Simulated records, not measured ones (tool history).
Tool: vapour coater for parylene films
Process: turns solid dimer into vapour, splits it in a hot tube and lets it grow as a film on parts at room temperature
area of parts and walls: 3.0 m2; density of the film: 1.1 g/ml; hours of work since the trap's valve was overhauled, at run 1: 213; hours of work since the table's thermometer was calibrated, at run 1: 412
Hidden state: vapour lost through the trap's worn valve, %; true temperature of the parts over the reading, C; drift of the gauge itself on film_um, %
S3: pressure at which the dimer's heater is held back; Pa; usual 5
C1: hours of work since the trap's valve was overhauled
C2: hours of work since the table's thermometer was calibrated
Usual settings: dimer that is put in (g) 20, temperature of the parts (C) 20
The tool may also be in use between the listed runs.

run 1 hour=0 | dimer_that_is_put_in_(g)=20 temperature_of_the_parts_(C)=20 S3=5 | C1=213 C2=412 | thickness_of_the_film_(nm)=3970
run 2 hour=10.9 | dimer_that_is_put_in_(g)=20 temperature_of_the_parts_(C)=20 S3=5 | C1=220 C2=420 | thickness_of_the_film_(nm)=3840
run 3 hour=26.3 | dimer_that_is_put_in_(g)=20 temperature_of_the_parts_(C)=20 S3=5 | C1=231 C2=431 | thickness_of_the_film_(nm)=3920
run 4 hour=41.8 | dimer_that_is_put_in_(g)=20 temperature_of_the_parts_(C)=20 S3=5 | C1=242 C2=441 | thickness_of_the_film_(nm)=3910
run 5 hour=56.3 | dimer_that_is_put_in_(g)=20 temperature_of_the_parts_(C)=20 S3=5 | C1=252 C2=451 | thickness_of_the_film_(nm)=3870
run 6 hour=72 | dimer_that_is_put_in_(g)=20 temperature_of_the_parts_(C)=20 S3=5 | C1=263 C2=462 | thickness_of_the_film_(nm)=3850
run 7 hour=85.6 | dimer_that_is_put_in_(g)=20 temperature_of_the_parts_(C)=20 S3=5 | C1=272 C2=472 | thickness_of_the_film_(nm)=3880
run 8 hour=101.8 | dimer_that_is_put_in_(g)=20 temperature_of_the_parts_(C)=20 S3=5 | C1=283 C2=483 | thickness_of_the_film_(nm)=3850
run 9 hour=118.6 | dimer_that_is_put_in_(g)=20 temperature_of_the_parts_(C)=20 S3=5 | C1=295 C2=494 | thickness_of_the_film_(nm)=3820
run 10 hour=131.6 | dimer_that_is_put_in_(g)=20 temperature_of_the_parts_(C)=20 S3=5 | C1=304 C2=503 | thickness_of_the_film_(nm)=3840
run 11 hour=139.2 | dimer_that_is_put_in_(g)=13 temperature_of_the_parts_(C)=20 S3=5 | C1=309 C2=509 | thickness_of_the_film_(nm)=2480
run 12 hour=154.5 | dimer_that_is_put_in_(g)=18 temperature_of_the_parts_(C)=20 S3=5 | C1=320 C2=519 | thickness_of_the_film_(nm)=3410
run 13 hour=168.3 | dimer_that_is_put_in_(g)=18 temperature_of_the_parts_(C)=20 S3=5 | C1=329 C2=529 | thickness_of_the_film_(nm)=3430
run 14 hour=183.1 | dimer_that_is_put_in_(g)=20 temperature_of_the_parts_(C)=28 S3=5 | C1=340 C2=539 | thickness_of_the_film_(nm)=3200
run 15 hour=191.4 | dimer_that_is_put_in_(g)=20 temperature_of_the_parts_(C)=20 S3=3.94 | C1=345 C2=545 | thickness_of_the_film_(nm)=3930
run 16 hour=204.3 | dimer_that_is_put_in_(g)=20 temperature_of_the_parts_(C)=20 S3=3.94 | C1=354 C2=554 | thickness_of_the_film_(nm)=3960
run 17 hour=219.3 | dimer_that_is_put_in_(g)=11 temperature_of_the_parts_(C)=23 S3=3.94 | C1=365 C2=564 | thickness_of_the_film_(nm)=2040
run 18 hour=234.6 | dimer_that_is_put_in_(g)=23 temperature_of_the_parts_(C)=27 S3=5 | C1=375 C2=575 | thickness_of_the_film_(nm)=3740
run 19 hour=249.9 | dimer_that_is_put_in_(g)=11 temperature_of_the_parts_(C)=20 S3=5 | C1=386 C2=585 | thickness_of_the_film_(nm)=2030
run 20 hour=261.1 | dimer_that_is_put_in_(g)=21 temperature_of_the_parts_(C)=16 S3=3.95 | C1=394 C2=593 | thickness_of_the_film_(nm)=4410
run 21 hour=270.9 | dimer_that_is_put_in_(g)=21 temperature_of_the_parts_(C)=15 S3=2.29 | C1=400 C2=600 | thickness_of_the_film_(nm)=4950
run 22 hour=280.6 | dimer_that_is_put_in_(g)=21 temperature_of_the_parts_(C)=15 S3=2.29 | C1=407 C2=606 | thickness_of_the_film_(nm)=4880
run 23 hour=295.6 | dimer_that_is_put_in_(g)=21 temperature_of_the_parts_(C)=15 S3=2.29 | C1=417 C2=617 | thickness_of_the_film_(nm)=4880
run 24 hour=309.6 | dimer_that_is_put_in_(g)=21 temperature_of_the_parts_(C)=15 S3=2.29 | C1=427 C2=627 | thickness_of_the_film_(nm)=4960
run 25 hour=324.6 | dimer_that_is_put_in_(g)=21 temperature_of_the_parts_(C)=15 S3=8.08 | C1=438 C2=637 | thickness_of_the_film_(nm)=3970

Measured less the same run without the tool's hidden state. The same run-to-run variation is in both; the gauge's scatter may not be:
run=1 thickness_of_the_film_(nm)=-220
run=2 thickness_of_the_film_(nm)=-240
run=3 thickness_of_the_film_(nm)=-250
run=4 thickness_of_the_film_(nm)=-250
run=5 thickness_of_the_film_(nm)=-260
run=6 thickness_of_the_film_(nm)=-270
run=7 thickness_of_the_film_(nm)=-290
run=8 thickness_of_the_film_(nm)=-300
run=9 thickness_of_the_film_(nm)=-310
run=10 thickness_of_the_film_(nm)=-330
run=11 thickness_of_the_film_(nm)=-210
run=12 thickness_of_the_film_(nm)=-310
run=13 thickness_of_the_film_(nm)=-310
run=14 thickness_of_the_film_(nm)=-300
run=15 thickness_of_the_film_(nm)=-370
run=16 thickness_of_the_film_(nm)=-400
run=17 thickness_of_the_film_(nm)=-210
run=18 thickness_of_the_film_(nm)=-400
run=19 thickness_of_the_film_(nm)=-230
run=20 thickness_of_the_film_(nm)=-490
run=21 thickness_of_the_film_(nm)=-570
run=22 thickness_of_the_film_(nm)=-570
run=23 thickness_of_the_film_(nm)=-590
run=24 thickness_of_the_film_(nm)=-610
run=25 thickness_of_the_film_(nm)=-500
